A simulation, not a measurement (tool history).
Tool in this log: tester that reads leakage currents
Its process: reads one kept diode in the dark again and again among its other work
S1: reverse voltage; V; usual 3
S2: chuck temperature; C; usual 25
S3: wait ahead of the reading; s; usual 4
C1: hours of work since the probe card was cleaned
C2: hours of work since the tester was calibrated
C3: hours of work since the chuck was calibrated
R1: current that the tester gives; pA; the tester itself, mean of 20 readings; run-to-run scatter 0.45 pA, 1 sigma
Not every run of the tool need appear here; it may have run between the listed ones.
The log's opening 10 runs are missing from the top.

run 11 hour=1535.1 | S1=3 S2=25 S3=4 | C1=2260 C2=127 C3=1001 | R1=145.52
run 12 hour=1749.3 | S1=3 S2=35 S3=4 | C1=2397 C2=264 C3=1138 | R1=300.4
-- hour=1879.7 tester calibrated, once more
run 13 hour=1966.1 | S1=3 S2=35 S3=4 | C1=2534 C2=55 C3=1275 | R1=304.79
run 14 hour=2131.8 | S1=3 S2=35 S3=0.34 | C1=2640 C2=161 C3=1381 | R1=305.25
run 15 hour=2225.4 | S1=3 S2=35 S3=0.34 | C1=2699 C2=220 C3=1440 | R1=306.17
run 16 hour=2331.1 | S1=3 S2=25 S3=8.89 | C1=2767 C2=288 C3=1508 | R1=146.39
-- hour=2525.1 probe card cleaned and baked
run 17 hour=2564 | S1=3 S2=25 S3=8.89 | C1=25 C2=434 C3=1654 | R1=140.97
run 18 hour=2715.3 | S1=3 S2=25 S3=8.89 | C1=121 C2=531 C3=1751 | R1=140.68
run 19 hour=2908.3 | S1=3 S2=25 S3=8.89 | C1=244 C2=654 C3=1874 | R1=139.48
run 20 hour=3042.3 | S1=4.34 S2=45 S3=2.59 | C1=330 C2=739 C3=1959 | R1=708.7
run 21 hour=3241.7 | S1=1.23 S2=35 S3=4 | C1=457 C2=866 C3=2086 | R1=188.41
run 22 hour=3434.2 | S1=1.23 S2=35 S3=4 | C1=579 C2=989 C3=2209 | R1=187.43
-- hour=3500.3 chuck's temperature calibrated
run 23 hour=3669.2 | S1=1.23 S2=35 S3=4 | C1=728 C2=1137 C3=108 | R1=199.07
run 24 hour=3791.3 | S1=1.23 S2=35 S3=4 | C1=806 C2=1215 C3=186 | R1=199.12
run 25 hour=3903.8 | S1=1.23 S2=35 S3=4 | C1=878 C2=1287 C3=257 | R1=198.53
run 26 hour=4048.6 | S1=1.33 S2=25 S3=4 | C1=970 C2=1379 C3=349 | R1=98.33
run 27 hour=4209.9 | S1=1.33 S2=25 S3=4 | C1=1073 C2=1482 C3=452 | R1=98.21
run 28 hour=4393.7 | S1=1.33 S2=25 S3=4 | C1=1190 C2=1599 C3=569 | R1=96.94
run 29 hour=4596.7 | S1=10.86 S2=30 S3=1.13 | C1=1319 C2=1729 C3=699 | R1=398.39
run 30 hour=4766.9 | S1=2.88 S2=30 S3=0.77 | C1=1428 C2=1837 C3=807 | R1=205.21

Run 31 is up next; what results do you expect?
run 31 hour=4877.2 | S1=2.88 S2=30 S3=0.77 | C1=1498 C2=1908 C3=878 | R1=?

R1: 204.7 pA
With no hidden state in the tool, this same run would have given R1 214.85 pA.
